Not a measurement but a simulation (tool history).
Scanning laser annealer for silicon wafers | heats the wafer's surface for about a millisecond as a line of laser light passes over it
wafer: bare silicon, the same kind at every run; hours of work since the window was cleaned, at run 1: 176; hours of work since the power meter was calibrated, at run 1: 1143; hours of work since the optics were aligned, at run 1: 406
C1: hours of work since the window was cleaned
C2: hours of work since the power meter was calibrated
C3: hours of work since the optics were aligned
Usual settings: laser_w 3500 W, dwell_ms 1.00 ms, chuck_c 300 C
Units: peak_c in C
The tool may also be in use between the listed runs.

Run 1, hour 0.0: usual settings; C1 176; C2 1143; C3 406. Result: peak_c 1060 C.
Run 2, hour 34.2: usual settings; C1 203; C2 1170; C3 433. Result: peak_c 1069 C.
Run 3, hour 92.5: usual settings; C1 249; C2 1216; C3 478. Result: peak_c 1063 C.
Run 4, hour 159.9: usual settings; C1 301; C2 1268; C3 531. Result: peak_c 1065 C.
Run 5, hour 228.1: usual settings but dwell_ms 0.90 ms; C1 355; C2 1322; C3 585. Result: peak_c 1021 C.
Run 6, hour 264.6: usual settings but dwell_ms 0.90 ms; C1 383; C2 1350; C3 613. Result: peak_c 1019 C.
Run 7, hour 312.4: usual settings but chuck_c 266 C; C1 421; C2 1388; C3 651. Result: peak_c 1034 C.
Run 8, hour 361.7: usual settings but chuck_c 266 C; C1 459; C2 1426; C3 689. Result: peak_c 1031 C.
Run 9, hour 401.7: usual settings but chuck_c 266 C; C1 491; C2 1458; C3 721. Result: peak_c 1031 C.
Run 10, hour 471.2: usual settings but laser_w 3014 W, chuck_c 266 C; C1 545; C2 1512; C3 775. Result: peak_c 897 C.
Run 11, hour 508.9: usual settings but laser_w 3014 W, chuck_c 266 C; C1 575; C2 1542; C3 805. Result: peak_c 897 C.
Run 12, hour 575.6: usual settings but laser_w 3014 W, dwell_ms 0.80 ms, chuck_c 266 C; C1 627; C2 1594; C3 857. Result: peak_c 824 C.
Run 13, hour 609.4: usual settings; C1 653; C2 1620; C3 883. Result: peak_c 1068 C.
At hour 644.6: window over the wafer cleaned.
Run 14, hour 659.7: usual settings but chuck_c 303 C; C1 12; C2 1658; C3 921. Result: peak_c 1068 C.
Run 15, hour 724.0: usual settings but chuck_c 303 C; C1 62; C2 1708; C3 971. Result: peak_c 1066 C.
At hour 783.4: optics aligned, line set to its width.
Run 16, hour 792.5: usual settings; C1 112; C2 1758; C3 7. Result: peak_c 1064 C.
Run 17, hour 840.8: usual settings; C1 150; C2 1796; C3 45. Result: peak_c 1062 C.
Run 18, hour 887.6: usual settings; C1 186; C2 1833; C3 82. Result: peak_c 1064 C.
Run 19, hour 925.9: usual settings but dwell_ms 1.03 ms; C1 216; C2 1863; C3 112. Result: peak_c 1077 C.
Run 20, hour 965.6: usual settings; C1 247; C2 1894; C3 143. Result: peak_c 1065 C.
Run 21, hour 1011.8: usual settings but dwell_ms 0.97 ms, chuck_c 284 C; C1 284; C2 1930; C3 179. Result: peak_c 1036 C.
Run 22, hour 1061.3: usual settings but laser_w 3676 W, dwell_ms 1.10 ms; C1 322; C2 1969; C3 218. Result: peak_c 1155 C.
Run 23, hour 1107.6: usual settings but laser_w 3676 W, dwell_ms 1.10 ms; C1 359; C2 2005; C3 254. Result: peak_c 1157 C.
Run 24, hour 1167.1: usual settings but laser_w 3724 W, dwell_ms 0.92 ms, chuck_c 297 C; C1 405; C2 2052; C3 301. Result: peak_c 1091 C.
Run 25, hour 1236.4: usual settings but laser_w 3707 W, dwell_ms 1.01 ms, chuck_c 328 C; C1 459; C2 2106; C3 355. Result: peak_c 1154 C.

The next listed run, before its measurement:
Run 26, hour 1287.7: usual settings but laser_w 3587 W, dwell_ms 0.87 ms, chuck_c 331 C; C1 500; C2 2146; C3 395. Result: peak_c ?.

{"run 26": {"peak_c": 1065}}
Without the tool's hidden state the same run would have given peak_c 1066 C.
